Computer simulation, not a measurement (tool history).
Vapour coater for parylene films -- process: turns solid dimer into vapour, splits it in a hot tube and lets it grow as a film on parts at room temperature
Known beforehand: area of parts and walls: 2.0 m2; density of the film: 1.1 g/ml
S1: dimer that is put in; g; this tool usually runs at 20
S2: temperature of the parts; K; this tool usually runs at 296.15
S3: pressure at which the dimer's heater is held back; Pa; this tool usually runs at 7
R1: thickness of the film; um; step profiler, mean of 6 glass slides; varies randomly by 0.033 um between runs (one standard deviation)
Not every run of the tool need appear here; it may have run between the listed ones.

| run | hour | S1 | S2 | S3 | R1 |
|---|---|---|---|---|---|
| 1 | 0 | 20 | 296.15 | 7 | 3.77 |
| 2 | 30.3 | 20 | 296.15 | 7 | 3.69 |
| 3 | 76 | 20 | 296.15 | 7 | 3.62 |
| 4 | 135.7 | 20 | 296.15 | 7 | 3.57 |
| 5 | 189.2 | 20 | 296.15 | 7 | 3.58 |
| 6 | 220.9 | 27 | 296.15 | 7 | 4.71 |
| 7 | 273.1 | 9 | 296.15 | 7 | 1.59 |
|  | 318.9 | trap's valve overhauled |
| 8 | 333.7 | 9 | 296.15 | 7 | 1.8 |
| 9 | 394.6 | 18 | 296.15 | 7 | 3.49 |
| 10 | 429.5 | 18 | 296.15 | 7 | 3.4 |
|  | 435.7 | table's thermometer calibrated |
| 11 | 479.7 | 17 | 296.15 | 7 | 3.22 |
| 12 | 525.1 | 20 | 296.15 | 2.49 | 4.16 |
| 13 | 570.5 | 20 | 296.15 | 7 | 3.64 |
| 14 | 606.5 | 20 | 296.15 | 7 | 3.55 |
| 15 | 648.6 | 20 | 296.15 | 7 | 3.59 |
| 16 | 678.4 | 12 | 296.15 | 7 | 2.09 |
| 17 | 744.2 | 12 | 296.15 | 7 | 2.1 |
|  | 766.4 | table's thermometer calibrated, once more |
| 18 | 810.3 | 20 | 296.15 | 7 | 3.52 |
|  | 817.7 | trap's valve overhauled |
| 19 | 854.4 | 22 | 307.15 | 4.32 | 2.73 |
| 20 | 888.7 | 22 | 307.15 | 4.32 | 2.69 |
| 21 | 950.9 | 22 | 307.15 | 4.32 | 2.66 |
| 22 | 995.2 | 11 | 296.15 | 6.54 | 2.17 |
| 23 | 1032.4 | 36 | 308.15 | 2.93 | 4.14 |
| 24 | 1077.9 | 20 | 302.15 | 5.9 | 2.87 |
| 25 | 1140.2 | 20 | 302.15 | 5.9 | 2.81 |
| 26 | 1197.5 | 20 | 302.15 | 5.9 | 2.69 |
| 27 | 1262.6 | 20 | 302.15 | 5.9 | 2.64 |

The next listed run, before its measurement:
| 28 | 1309.1 | 8 | 300.15 | 3.51 | ? |

R1: 1.23 um
Take away the tool's hidden state, keep the run-to-run variation as it was, and the same run would have given R1 1.46 um.
